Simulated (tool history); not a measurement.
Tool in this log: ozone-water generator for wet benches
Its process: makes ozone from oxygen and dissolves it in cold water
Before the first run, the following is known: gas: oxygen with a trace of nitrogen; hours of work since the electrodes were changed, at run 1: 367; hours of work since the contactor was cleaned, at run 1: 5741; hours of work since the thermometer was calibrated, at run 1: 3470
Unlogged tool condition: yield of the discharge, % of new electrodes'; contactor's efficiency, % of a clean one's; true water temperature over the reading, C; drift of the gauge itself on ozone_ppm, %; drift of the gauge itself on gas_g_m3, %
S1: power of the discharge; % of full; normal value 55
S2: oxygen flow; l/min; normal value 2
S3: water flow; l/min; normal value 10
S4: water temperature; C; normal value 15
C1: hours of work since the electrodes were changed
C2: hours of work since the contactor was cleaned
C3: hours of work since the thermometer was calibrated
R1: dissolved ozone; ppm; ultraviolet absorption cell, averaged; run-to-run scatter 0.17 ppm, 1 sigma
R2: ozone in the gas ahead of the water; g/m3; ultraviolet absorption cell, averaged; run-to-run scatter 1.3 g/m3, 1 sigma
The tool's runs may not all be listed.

Run 1, day 0: usual settings; C1 367; C2 5741; C3 3470. Result: R1 21.7 ppm, R2 228.9 g/m3.
Run 2, day 1.412: usual settings; C1 389; C2 5763; C3 3491. Result: R1 22.1 ppm, R2 226.9 g/m3.
Run 3, day 2.95: usual settings; C1 412; C2 5786; C3 3514. Result: R1 21.7 ppm, R2 229 g/m3.
Run 4, day 4.854: usual settings; C1 441; C2 5815; C3 3543. Result: R1 22 ppm, R2 225.8 g/m3.
Run 5, day 7.512: usual settings; C1 481; C2 5855; C3 3583. Result: R1 21.9 ppm, R2 227.9 g/m3.
Run 6, day 9.725: usual settings; C1 514; C2 5888; C3 3617. Result: R1 21.9 ppm, R2 231.2 g/m3.
Run 7, day 12.188: usual settings; C1 551; C2 5925; C3 3654. Result: R1 22.2 ppm, R2 227.9 g/m3.
Run 8, day 13.504: usual settings; C1 571; C2 5945; C3 3674. Result: R1 21.8 ppm, R2 230.4 g/m3.
Run 9, day 14.646: usual settings; C1 588; C2 5962; C3 3691. Result: R1 22 ppm, R2 230 g/m3.
Run 10, day 16.817: usual settings but S2 1.07 l/min, S3 15 l/min; C1 621; C2 5995; C3 3724. Result: R1 12.9 ppm, R2 314.6 g/m3.
Run 11, day 18.35: usual settings but S1 51 % of full, S2 2.02 l/min, S3 11 l/min, S4 12 C; C1 644; C2 6018; C3 3747. Result: R1 19.6 ppm, R2 214.6 g/m3.
Run 12, day 19.562: usual settings but S1 42 % of full, S2 2.18 l/min, S3 6 l/min; C1 663; C2 6037; C3 3765. Result: R1 26 ppm, R2 175.5 g/m3.
At day 20.925: contactor cleaned.
Run 13, day 21.071: usual settings but S3 15 l/min; C1 683; C2 2; C3 3785. Result: R1 15.5 ppm, R2 228.9 g/m3.
Run 14, day 23.062: usual settings but S3 14 l/min, S4 14 C; C1 713; C2 32; C3 3815. Result: R1 16.8 ppm, R2 227.9 g/m3.
Run 15, day 24.446: usual settings but S3 14 l/min, S4 14 C; C1 734; C2 53; C3 3836. Result: R1 16.4 ppm, R2 229.3 g/m3.
Run 16, day 26.8: usual settings but S3 14 l/min, S4 14 C; C1 769; C2 89; C3 3872. Result: R1 16.6 ppm, R2 226.2 g/m3.

Run 17 comes next. What will it give?
Run 17, day 28.771: usual settings but S3 14 l/min, S4 10 C; C1 799; C2 118; C3 3902. Result: R1 ?, R2 ?.

R1: 17.2 ppm
R2: 227.3 g/m3
With no hidden state in the tool, this same run would have given R1 17.2 ppm, R2 229.6 g/m3.

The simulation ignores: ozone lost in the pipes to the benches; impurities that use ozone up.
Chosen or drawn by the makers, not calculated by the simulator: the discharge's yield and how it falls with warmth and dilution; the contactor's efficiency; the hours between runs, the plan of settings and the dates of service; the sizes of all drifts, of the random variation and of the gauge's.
